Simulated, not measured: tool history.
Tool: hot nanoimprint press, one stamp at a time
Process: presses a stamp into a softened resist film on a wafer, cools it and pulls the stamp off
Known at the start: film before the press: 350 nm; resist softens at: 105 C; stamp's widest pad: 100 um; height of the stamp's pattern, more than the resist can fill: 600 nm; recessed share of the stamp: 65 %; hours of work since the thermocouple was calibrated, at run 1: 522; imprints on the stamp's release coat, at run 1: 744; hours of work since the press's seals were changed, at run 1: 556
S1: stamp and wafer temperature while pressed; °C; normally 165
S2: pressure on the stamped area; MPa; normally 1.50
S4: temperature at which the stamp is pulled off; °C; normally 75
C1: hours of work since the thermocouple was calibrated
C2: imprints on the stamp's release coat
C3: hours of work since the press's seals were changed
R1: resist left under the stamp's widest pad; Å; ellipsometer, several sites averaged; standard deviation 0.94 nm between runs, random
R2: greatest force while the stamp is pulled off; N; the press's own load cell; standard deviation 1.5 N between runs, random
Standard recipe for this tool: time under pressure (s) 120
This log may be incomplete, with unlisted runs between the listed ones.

run 1 hour=0.0 | S1=165 S2=1.50 time_under_pressure_(s)=120 S4=75 | C1=522 C2=744 C3=556 | R1=1183 R2=116
run 2 hour=34.3 | S1=165 S2=1.50 time_under_pressure_(s)=120 S4=75 | C1=540 C2=815 C3=574 | R1=1172 R2=120
run 3 hour=53.6 | S1=165 S2=1.50 time_under_pressure_(s)=120 S4=75 | C1=550 C2=856 C3=584 | R1=1172 R2=120
-- hour=66.8 plate thermocouple calibrated
run 4 hour=91.4 | S1=165 S2=1.50 time_under_pressure_(s)=152 S4=75 | C1=13 C2=928 C3=602 | R1=988 R2=116
-- hour=101.9 stamp cleaned and given a new release coat
run 5 hour=133.5 | S1=165 S2=1.50 time_under_pressure_(s)=152 S4=75 | C1=32 C2=66 C3=621 | R1=988 R2=101
run 6 hour=169.5 | S1=165 S2=1.50 time_under_pressure_(s)=120 S4=75 | C1=50 C2=141 C3=640 | R1=1078 R2=101
run 7 hour=204.2 | S1=165 S2=1.50 time_under_pressure_(s)=120 S4=75 | C1=68 C2=213 C3=658 | R1=1069 R2=101
run 8 hour=222.3 | S1=165 S2=1.50 time_under_pressure_(s)=120 S4=75 | C1=78 C2=251 C3=667 | R1=1083 R2=105
run 9 hour=238.2 | S1=165 S2=1.50 time_under_pressure_(s)=120 S4=75 | C1=86 C2=284 C3=675 | R1=1080 R2=103
run 10 hour=255.4 | S1=165 S2=1.50 time_under_pressure_(s)=120 S4=75 | C1=95 C2=320 C3=684 | R1=1082 R2=103
run 11 hour=277.9 | S1=165 S2=1.50 time_under_pressure_(s)=120 S4=75 | C1=107 C2=367 C3=696 | R1=1075 R2=107
-- hour=299.3 plate thermocouple calibrated, once more
run 12 hour=316.7 | S1=165 S2=1.50 time_under_pressure_(s)=76 S4=75 | C1=9 C2=441 C3=714 | R1=1606 R2=113
run 13 hour=347.6 | S1=165 S2=1.50 time_under_pressure_(s)=76 S4=75 | C1=25 C2=506 C3=731 | R1=1593 R2=116
run 14 hour=375.2 | S1=165 S2=1.50 time_under_pressure_(s)=76 S4=74 | C1=39 C2=563 C3=745 | R1=1604 R2=121
run 15 hour=410.1 | S1=162 S2=1.50 time_under_pressure_(s)=76 S4=70 | C1=58 C2=636 C3=763 | R1=1878 R2=135
run 16 hour=438.2 | S1=158 S2=1.52 time_under_pressure_(s)=106 S4=83 | C1=72 C2=694 C3=778 | R1=2024 R2=100
run 17 hour=460.4 | S1=158 S2=2.22 time_under_pressure_(s)=234 S4=73 | C1=84 C2=741 C3=789 | R1=1278 R2=129
run 18 hour=497.6 | S1=165 S2=1.71 time_under_pressure_(s)=86 S4=78 | C1=103 C2=818 C3=809 | R1=1423 R2=118
run 19 hour=519.5 | S1=163 S2=2.13 time_under_pressure_(s)=86 S4=78 | C1=114 C2=864 C3=820 | R1=1453 R2=115
-- hour=559.1 stamp cleaned and given a new release coat
run 20 hour=561.9 | S1=163 S2=2.13 time_under_pressure_(s)=86 S4=78 | C1=133 C2=5 C3=839 | R1=1442 R2=97
run 21 hour=579.0 | S1=169 S2=1.07 time_under_pressure_(s)=82 S4=65 | C1=142 C2=41 C3=848 | R1=1418 R2=128
run 22 hour=596.1 | S1=175 S2=1.07 time_under_pressure_(s)=82 S4=72 | C1=151 C2=77 C3=857 | R1=1055 R2=117
run 23 hour=629.2 | S1=162 S2=1.07 time_under_pressure_(s)=82 S4=72 | C1=168 C2=145 C3=874 | R1=2011 R2=118
run 24 hour=667.5 | S1=162 S2=1.07 time_under_pressure_(s)=82 S4=72 | C1=188 C2=225 C3=894 | R1=2000 R2=118
run 25 hour=703.0 | S1=162 S2=1.07 time_under_pressure_(s)=82 S4=72 | C1=207 C2=299 C3=912 | R1=2006 R2=118

4 ways to go on from here, each from the tool as it stands after run 25. What would each give?
run A hour=731.8 | S1=165 S2=1.50 time_under_pressure_(s)=146 S4=65 | C1=222 C2=359 C3=927 | R1=? R2=?
run B hour=731.8 | S1=163 S2=1.07 time_under_pressure_(s)=81 S4=65 | C1=222 C2=359 C3=927 | R1=? R2=?
run C hour=731.8 | S1=165 S2=1.50 time_under_pressure_(s)=64 S4=68 | C1=222 C2=359 C3=927 | R1=? R2=?
run D hour=731.8 | S1=162 S2=1.03 time_under_pressure_(s)=64 S4=72 | C1=222 C2=359 C3=927 | R1=? R2=?

run=A R1=1191 R2=138
run=B R1=1901 R2=139
run=C R1=1630 R2=131
run=D R1=2171 R2=124
With the hidden condition removed and each run's random variation left untouched, the same runs would have given:
run=A R1=1233 R2=130
run=B R1=1966 R2=132
run=C R1=1681 R2=124
run=D R1=2237 R2=117
